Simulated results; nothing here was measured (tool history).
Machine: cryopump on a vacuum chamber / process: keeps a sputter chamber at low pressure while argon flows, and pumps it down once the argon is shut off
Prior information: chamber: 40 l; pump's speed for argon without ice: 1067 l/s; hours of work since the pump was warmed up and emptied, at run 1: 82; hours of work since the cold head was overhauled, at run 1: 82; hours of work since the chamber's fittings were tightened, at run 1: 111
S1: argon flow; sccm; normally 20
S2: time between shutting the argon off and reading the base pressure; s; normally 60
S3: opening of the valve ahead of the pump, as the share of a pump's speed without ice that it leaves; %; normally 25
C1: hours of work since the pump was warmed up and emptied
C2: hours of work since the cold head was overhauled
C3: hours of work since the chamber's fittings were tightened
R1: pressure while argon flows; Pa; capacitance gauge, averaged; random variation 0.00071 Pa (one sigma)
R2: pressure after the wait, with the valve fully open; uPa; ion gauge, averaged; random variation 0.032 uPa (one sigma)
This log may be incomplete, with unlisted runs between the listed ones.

Run 1, hour 0: usual settings; C1 82; C2 82; C3 111. Result: R1 0.1274 Pa, R2 1.69 uPa.
Run 2, hour 17.6: usual settings; C1 90; C2 90; C3 119. Result: R1 0.1283 Pa, R2 1.71 uPa.
Run 3, hour 41.5: usual settings; C1 101; C2 101; C3 131. Result: R1 0.1277 Pa, R2 1.75 uPa.
Run 4, hour 66.9: usual settings but S3 19 %; C1 113; C2 113; C3 143. Result: R1 0.1688 Pa, R2 1.73 uPa.
Run 5, hour 92.6: usual settings but S3 19 %; C1 126; C2 126; C3 155. Result: R1 0.1695 Pa, R2 1.77 uPa.
Run 6, hour 105.1: usual settings but S3 19 %; C1 132; C2 132; C3 161. Result: R1 0.1679 Pa, R2 1.77 uPa.
Run 7, hour 121.7: usual settings; C1 140; C2 140; C3 169. Result: R1 0.1286 Pa, R2 1.75 uPa.
Run 8, hour 147.5: usual settings; C1 152; C2 152; C3 181. Result: R1 0.1293 Pa, R2 1.7 uPa.
Run 9, hour 166.4: usual settings but S3 16 %; C1 161; C2 161; C3 190. Result: R1 0.2 Pa, R2 1.85 uPa.
Run 10, hour 188: usual settings but S1 22 sccm, S2 249 s, S3 52 %; C1 171; C2 171; C3 201. Result: R1 0.0698 Pa, R2 0.76 uPa.
Run 11, hour 206.9: usual settings but S2 118 s; C1 180; C2 180; C3 210. Result: R1 0.1298 Pa, R2 1.14 uPa.
Run 12, hour 230.1: usual settings but S1 13 sccm, S2 23 s, S3 23 %; C1 191; C2 191; C3 221. Result: R1 0.0918 Pa, R2 4.03 uPa.
Run 13, hour 255.5: usual settings but S1 13 sccm, S2 23 s, S3 23 %; C1 203; C2 203; C3 233. Result: R1 0.0918 Pa, R2 4.02 uPa.
Run 14, hour 276.7: usual settings but S1 9 sccm, S2 225 s; C1 214; C2 214; C3 243. Result: R1 0.0583 Pa, R2 0.82 uPa.
Run 15, hour 293.4: usual settings but S1 15 sccm, S2 28 s, S3 39 %; C1 222; C2 222; C3 251. Result: R1 0.0641 Pa, R2 3.36 uPa.
Run 16, hour 308.2: usual settings but S1 15 sccm, S2 28 s, S3 39 %; C1 229; C2 229; C3 258. Result: R1 0.0635 Pa, R2 3.37 uPa.

Forecast each of these 5 alternatives for the next run:
Run A, hour 332.4: usual settings but S1 10 sccm, S2 164 s, S3 57 %; C1 240; C2 240; C3 270. Result: R1 ?, R2 ?.
Run B, hour 332.4: usual settings but S1 15 sccm, S2 28 s, S3 17 %; C1 240; C2 240; C3 270. Result: R1 ?, R2 ?.
Run C, hour 332.4: usual settings but S1 17 sccm, S3 45 %; C1 240; C2 240; C3 270. Result: R1 ?, R2 ?.
Run D, hour 332.4: usual settings but S1 23 sccm, S2 46 s, S3 39 %; C1 240; C2 240; C3 270. Result: R1 ?, R2 ?.
Run E, hour 332.4: usual settings but S1 25 sccm; C1 240; C2 240; C3 270. Result: R1 ?, R2 ?.

run      R1    R2
  A  0.0307  0.97
  B  0.1424  3.43
  C   0.063  1.82
  D   0.097  2.22
  E  0.1634  1.82
What these runs would have given with no unlogged condition in the tool:
run      R1    R2
  A  0.0289  0.77
  B  0.1396  3.23
  C  0.0599  1.63
  D  0.0929  2.02
  E  0.1588  1.62

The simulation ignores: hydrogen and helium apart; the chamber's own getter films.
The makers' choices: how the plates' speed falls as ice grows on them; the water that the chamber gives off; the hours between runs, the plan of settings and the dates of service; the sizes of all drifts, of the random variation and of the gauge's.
